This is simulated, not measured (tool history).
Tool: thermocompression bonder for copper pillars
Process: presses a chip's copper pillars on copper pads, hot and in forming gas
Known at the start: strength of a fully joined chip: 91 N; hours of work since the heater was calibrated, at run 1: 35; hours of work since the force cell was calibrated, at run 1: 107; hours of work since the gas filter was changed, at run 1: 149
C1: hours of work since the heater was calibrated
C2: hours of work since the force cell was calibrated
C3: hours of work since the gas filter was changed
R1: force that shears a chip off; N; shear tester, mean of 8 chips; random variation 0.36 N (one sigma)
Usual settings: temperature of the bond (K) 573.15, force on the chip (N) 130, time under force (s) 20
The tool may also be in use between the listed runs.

{"run": 1, "hour": 0.0, "temperature of the bond (K)": 573.15, "force on the chip (N)": 130, "time under force (s)": 20, "C1": 35, "C2": 107, "C3": 149, "R1": 53.6}
{"run": 2, "hour": 24.2, "temperature of the bond (K)": 573.15, "force on the chip (N)": 130, "time under force (s)": 20, "C1": 45, "C2": 118, "C3": 160, "R1": 54.5}
{"run": 3, "hour": 53.9, "temperature of the bond (K)": 556.15, "force on the chip (N)": 130, "time under force (s)": 20, "C1": 58, "C2": 131, "C3": 173, "R1": 46}
{"run": 4, "hour": 74.6, "temperature of the bond (K)": 573.15, "force on the chip (N)": 130, "time under force (s)": 20, "C1": 67, "C2": 140, "C3": 182, "R1": 54}
{"run": 5, "hour": 90.3, "temperature of the bond (K)": 573.15, "force on the chip (N)": 130, "time under force (s)": 20, "C1": 74, "C2": 146, "C3": 189, "R1": 54.1}
{"run": 6, "hour": 113.9, "temperature of the bond (K)": 573.15, "force on the chip (N)": 130, "time under force (s)": 20, "C1": 84, "C2": 157, "C3": 199, "R1": 53.7}
{"run": 7, "hour": 142.0, "temperature of the bond (K)": 573.15, "force on the chip (N)": 130, "time under force (s)": 20, "C1": 96, "C2": 169, "C3": 211, "R1": 53.8}
{"run": 8, "hour": 163.6, "temperature of the bond (K)": 573.15, "force on the chip (N)": 130, "time under force (s)": 20, "C1": 106, "C2": 178, "C3": 221, "R1": 54.1}
{"run": 9, "hour": 180.8, "temperature of the bond (K)": 573.15, "force on the chip (N)": 177, "time under force (s)": 20, "C1": 113, "C2": 186, "C3": 228, "R1": 61.7}
{"run": 10, "hour": 196.1, "temperature of the bond (K)": 573.15, "force on the chip (N)": 130, "time under force (s)": 13, "C1": 120, "C2": 192, "C3": 235, "R1": 47}
{"hour": 219.7, "done": "forming gas filter changed"}
{"run": 11, "hour": 222.1, "temperature of the bond (K)": 573.15, "force on the chip (N)": 130, "time under force (s)": 13, "C1": 131, "C2": 203, "C3": 1, "R1": 46.7}
{"run": 12, "hour": 254.5, "temperature of the bond (K)": 557.15, "force on the chip (N)": 90, "time under force (s)": 11, "C1": 145, "C2": 218, "C3": 15, "R1": 29.7}
{"run": 13, "hour": 273.5, "temperature of the bond (K)": 557.15, "force on the chip (N)": 90, "time under force (s)": 11, "C1": 153, "C2": 226, "C3": 23, "R1": 30}

Forecast run 14:
{"run": 14, "hour": 309.8, "temperature of the bond (K)": 576.15, "force on the chip (N)": 163, "time under force (s)": 20, "C1": 169, "C2": 242, "C3": 39, "R1": "?"}

{"run 14": {"R1": 61}}
Without the tool's hidden state the same run would have given R1 61.1 N.
